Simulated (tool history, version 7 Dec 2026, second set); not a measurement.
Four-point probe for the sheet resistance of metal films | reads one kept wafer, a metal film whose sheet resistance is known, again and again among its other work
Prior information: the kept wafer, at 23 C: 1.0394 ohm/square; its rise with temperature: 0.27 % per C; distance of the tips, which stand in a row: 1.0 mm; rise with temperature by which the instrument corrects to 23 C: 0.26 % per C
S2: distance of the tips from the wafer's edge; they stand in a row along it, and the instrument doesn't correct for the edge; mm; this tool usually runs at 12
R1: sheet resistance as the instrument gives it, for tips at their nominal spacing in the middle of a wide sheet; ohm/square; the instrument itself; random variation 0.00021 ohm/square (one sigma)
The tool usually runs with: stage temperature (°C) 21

{"run": 1, "day": 0.0, "stage temperature (°C)": 21, "S2": 12, "R1": 1.043338}
{"run": 2, "day": 1.025, "stage temperature (°C)": 21, "S2": 12, "R1": 1.043394}
{"run": 3, "day": 2.1, "stage temperature (°C)": 21, "S2": 12, "R1": 1.043706}
{"run": 4, "day": 3.262, "stage temperature (°C)": 21, "S2": 12, "R1": 1.043542}
{"run": 5, "day": 4.683, "stage temperature (°C)": 21, "S2": 12, "R1": 1.043548}
{"run": 6, "day": 6.404, "stage temperature (°C)": 21, "S2": 12, "R1": 1.043583}
{"run": 7, "day": 7.183, "stage temperature (°C)": 21, "S2": 12, "R1": 1.044142}
{"run": 8, "day": 7.912, "stage temperature (°C)": 21, "S2": 12, "R1": 1.04377}
{"run": 9, "day": 9.042, "stage temperature (°C)": 21, "S2": 12, "R1": 1.044155}
{"run": 10, "day": 10.025, "stage temperature (°C)": 21, "S2": 12, "R1": 1.043568}
{"run": 11, "day": 11.771, "stage temperature (°C)": 21, "S2": 12, "R1": 1.043659}
{"run": 12, "day": 13.562, "stage temperature (°C)": 21, "S2": 12, "R1": 1.044238}
{"run": 13, "day": 14.879, "stage temperature (°C)": 21, "S2": 12, "R1": 1.043662}
{"run": 14, "day": 16.275, "stage temperature (°C)": 21, "S2": 12, "R1": 1.043935}
{"run": 15, "day": 17.854, "stage temperature (°C)": 21, "S2": 47, "R1": 1.040231}
{"run": 16, "day": 19.5, "stage temperature (°C)": 21, "S2": 47, "R1": 1.040221}
{"run": 17, "day": 20.758, "stage temperature (°C)": 21, "S2": 4, "R1": 1.073598}
{"run": 18, "day": 21.683, "stage temperature (°C)": 21, "S2": 4, "R1": 1.07391}
{"run": 19, "day": 22.45, "stage temperature (°C)": 21, "S2": 42, "R1": 1.039932}
{"day": 22.583, "done": "stage's thermometer calibrated"}
{"run": 20, "day": 23.562, "stage temperature (°C)": 21, "S2": 42, "R1": 1.039993}
{"run": 21, "day": 24.412, "stage temperature (°C)": 21, "S2": 42, "R1": 1.039989}
{"run": 22, "day": 25.275, "stage temperature (°C)": 21, "S2": 42, "R1": 1.039682}
{"run": 23, "day": 26.479, "stage temperature (°C)": 21, "S2": 12, "R1": 1.043569}
{"day": 27.392, "done": "stage's thermometer calibrated, once more"}
{"run": 24, "day": 27.392, "stage temperature (°C)": 25, "S2": 17, "R1": 1.042755}
{"run": 25, "day": 28.175, "stage temperature (°C)": 26, "S2": 12, "R1": 1.044587}
{"run": 26, "day": 29.95, "stage temperature (°C)": 26, "S2": 12, "R1": 1.044686}
{"run": 27, "day": 30.7, "stage temperature (°C)": 20, "S2": 5, "R1": 1.062491}
{"run": 28, "day": 31.888, "stage temperature (°C)": 22, "S2": 7, "R1": 1.052238}
{"run": 29, "day": 33.0, "stage temperature (°C)": 22, "S2": 7, "R1": 1.052314}
{"run": 30, "day": 34.762, "stage temperature (°C)": 20, "S2": 58, "R1": 1.040873}
{"run": 31, "day": 36.421, "stage temperature (°C)": 20, "S2": 58, "R1": 1.040892}
{"run": 32, "day": 38.025, "stage temperature (°C)": 32, "S2": 26, "R1": 1.042158}
{"run": 33, "day": 38.796, "stage temperature (°C)": 21, "S2": 26, "R1": 1.041782}
{"run": 34, "day": 40.212, "stage temperature (°C)": 25, "S2": 4, "R1": 1.074873}
{"run": 35, "day": 41.2, "stage temperature (°C)": 19, "S2": 26, "R1": 1.041642}
{"run": 36, "day": 41.971, "stage temperature (°C)": 28, "S2": 11, "R1": 1.045595}
{"run": 37, "day": 43.196, "stage temperature (°C)": 33, "S2": 34, "R1": 1.042081}
{"run": 38, "day": 44.983, "stage temperature (°C)": 28, "S2": 9, "R1": 1.048443}
{"run": 39, "day": 45.95, "stage temperature (°C)": 23, "S2": 24, "R1": 1.041991}
{"run": 40, "day": 47.404, "stage temperature (°C)": 18, "S2": 5, "R1": 1.062856}
{"run": 41, "day": 48.5, "stage temperature (°C)": 24, "S2": 21, "R1": 1.042396}
{"run": 42, "day": 49.512, "stage temperature (°C)": 25, "S2": 45, "R1": 1.041926}
{"run": 43, "day": 51.158, "stage temperature (°C)": 18, "S2": 6, "R1": 1.056057}
{"run": 44, "day": 52.267, "stage temperature (°C)": 31, "S2": 12, "R1": 1.045589}
{"run": 45, "day": 53.85, "stage temperature (°C)": 25, "S2": 9, "R1": 1.048312}

Table of differences, measured result less the result of that run with no hidden state. Run-to-run variation is the same in both. Gauge scatter possibly is not:
What the log doesn't record here: inner tips' distance over the nominal, %; tips' flats over new ones', %; wafer's true temperature over the reading, C; drift of the gauge itself on sheet_ohm, %.
run=1 R1=+0.000309
run=2 R1=+0.000327
run=3 R1=+0.000349
run=4 R1=+0.000371
run=5 R1=+0.000398
run=6 R1=+0.000426
run=7 R1=+0.000441
run=8 R1=+0.000451
run=9 R1=+0.000469
run=10 R1=+0.000483
run=11 R1=+0.000518
run=12 R1=+0.000551
run=13 R1=+0.000572
run=14 R1=+0.000597
run=15 R1=+0.000624
run=16 R1=+0.000654
run=17 R1=+0.000692
run=18 R1=+0.000709
run=19 R1=+0.000708
run=20 R1=+0.000359
run=21 R1=+0.000375
run=22 R1=+0.000391
run=23 R1=+0.000414
run=24 R1=+0.001407
run=25 R1=+0.001426
run=26 R1=+0.001455
run=27 R1=+0.001487
run=28 R1=+0.001498
run=29 R1=+0.001517
run=30 R1=+0.001535
run=31 R1=+0.001564
run=32 R1=+0.001598
run=33 R1=+0.001603
run=34 R1=+0.001683
run=35 R1=+0.001651
run=36 R1=+0.001676
run=37 R1=+0.001696
run=38 R1=+0.001737
run=39 R1=+0.001741
run=40 R1=+0.001795
run=41 R1=+0.001786
run=42 R1=+0.001799
run=43 R1=+0.001846
run=44 R1=+0.001863
run=45 R1=+0.001887

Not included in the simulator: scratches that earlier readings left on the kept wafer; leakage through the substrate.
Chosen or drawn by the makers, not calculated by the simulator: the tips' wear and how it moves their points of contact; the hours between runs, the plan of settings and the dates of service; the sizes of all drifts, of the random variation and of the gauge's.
